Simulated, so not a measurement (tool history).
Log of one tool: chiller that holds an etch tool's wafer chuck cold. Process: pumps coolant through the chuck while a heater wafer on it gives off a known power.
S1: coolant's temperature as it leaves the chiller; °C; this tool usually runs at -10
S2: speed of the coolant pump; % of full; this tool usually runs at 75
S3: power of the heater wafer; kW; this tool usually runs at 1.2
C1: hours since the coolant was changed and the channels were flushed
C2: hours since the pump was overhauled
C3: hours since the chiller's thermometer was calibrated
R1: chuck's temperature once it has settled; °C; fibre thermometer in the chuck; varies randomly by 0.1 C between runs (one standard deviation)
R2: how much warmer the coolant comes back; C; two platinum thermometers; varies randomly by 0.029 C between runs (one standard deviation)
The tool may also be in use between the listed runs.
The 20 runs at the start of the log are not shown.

run,hour,S1,S2,S3,C1,C2,C3,R1,R2
21,442.5,-8,75,1.249,481,891,3015,3.6,5.01
22,469,-8,60,0.65,507,918,3042,-0.9,3.38
23,497.7,-8,60,0.65,536,946,3071,-1.1,3.37
24,512.2,-8,80,0.701,551,961,3085,-2,2.65
25,528.3,-9,66,1.675,567,977,3101,8.1,7.83
26,546.1,-9,74,1.591,585,995,3119,6,6.52
27,559,-2,81,1.2,598,1008,3132,8.3,4.46
28,586.2,-10,77,1.2,625,1035,3159,0.8,4.69
29,608.8,-10,77,1.2,647,1057,3182,0.8,4.77
30,630.1,-10,60,1.2,669,1079,3203,3.3,6.23
31,651.3,-14,90,0.631,690,1100,3224,-8.9,2.07
32,673.6,-10,65,1.203,712,1122,3247,2.4,5.69

Forecast each of these 3 alternatives for the next run:
A,692.6,-15,75,1.2,731,1141,3265,?,?
B,692.6,-14,76,1.203,731,1141,3265,?,?
C,692.6,-14,85,1.009,731,1141,3265,?,?

run,R1,R2
A,-3.7,4.94
B,-2.9,4.84
C,-5.6,3.54
Stripped of hidden state, with their random variation kept, the same runs would have yielded:
run,R1,R2
A,-3.6,4.88
B,-2.8,4.77
C,-5.4,3.49
